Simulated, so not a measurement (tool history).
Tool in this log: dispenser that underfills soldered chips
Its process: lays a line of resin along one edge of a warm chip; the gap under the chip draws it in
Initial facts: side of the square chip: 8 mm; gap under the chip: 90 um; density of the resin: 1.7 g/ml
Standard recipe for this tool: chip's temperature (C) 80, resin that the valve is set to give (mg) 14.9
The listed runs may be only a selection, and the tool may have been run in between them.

run	hour	chip's temperature (C)	resin that the valve is set to give (mg)	time until the resin shows at the far edge (s)	resin that the valve gave (mg)
1	0	80	14.9	63	14.74
2	4.6	80	14.9	73.1	14.78
# hour 7.1: new syringe of resin
3	8.8	80	14.9	58.5	14.81
4	11.1	80	14.9	61	14.58
5	16.4	80	14.9	73.6	14.65
# hour 17.8: new syringe of resin
6	20	80	14.9	57.9	14.59
7	23.5	80	14.9	67	14.63
# hour 28.5: new syringe of resin
8	28.5	80	14.9	54.9	14.52
9	30.8	80	16.3	58	15.99
10	35.1	80	16.3	67.8	15.88
11	38.1	80	16.3	75.7	15.86
# hour 39.3: new syringe of resin
12	41.2	65	12.9	107.4	12.54
13	46.4	65	12.9	127.9	12.51
14	48.6	65	12.9	137.5	12.44
# hour 50: new syringe of resin
15	51.2	65	12.9	101.7	12.28
16	56.3	80	15.8	66.2	15.23
# hour 60.6: new syringe of resin
17	60.6	80	15.8	54.5	14.97
18	65.3	80	15.8	63.6	14.87
19	68.9	80	17.1	71.4	16.36
# hour 71.4: new syringe of resin
20	73.2	88	14.9	43.5	14.1
21	76.9	90	13	47.5	12.21
22	80.3	90	18.7	51.7	17.67

Per-run results on a tool with no hidden state, each run keeping its own random variation:
Hidden state at play: resin's viscosity, % of fresh resin's; dose that the valve gives, % of what is set; true chip temperature over the reading, C; drift of the gauge itself on fill_s, %; drift of the gauge itself on given_mg, %.
run	time until the resin shows at the far edge (s)	resin that the valve gave (mg)
1	54.1	14.83
2	53.7	14.91
3	54.5	14.98
4	52.4	14.77
5	53.1	14.9
6	53	14.86
7	54.4	14.94
8	54.4	14.87
9	53.2	16.4
10	53.7	16.34
11	54.2	16.34
12	97.8	12.96
13	97.4	12.96
14	97.2	12.92
15	96.7	12.77
16	53.4	15.9
17	53.8	15.67
18	53.6	15.62
19	53.6	17.21
20	40	14.88
21	38.2	12.92
22	37.7	18.74

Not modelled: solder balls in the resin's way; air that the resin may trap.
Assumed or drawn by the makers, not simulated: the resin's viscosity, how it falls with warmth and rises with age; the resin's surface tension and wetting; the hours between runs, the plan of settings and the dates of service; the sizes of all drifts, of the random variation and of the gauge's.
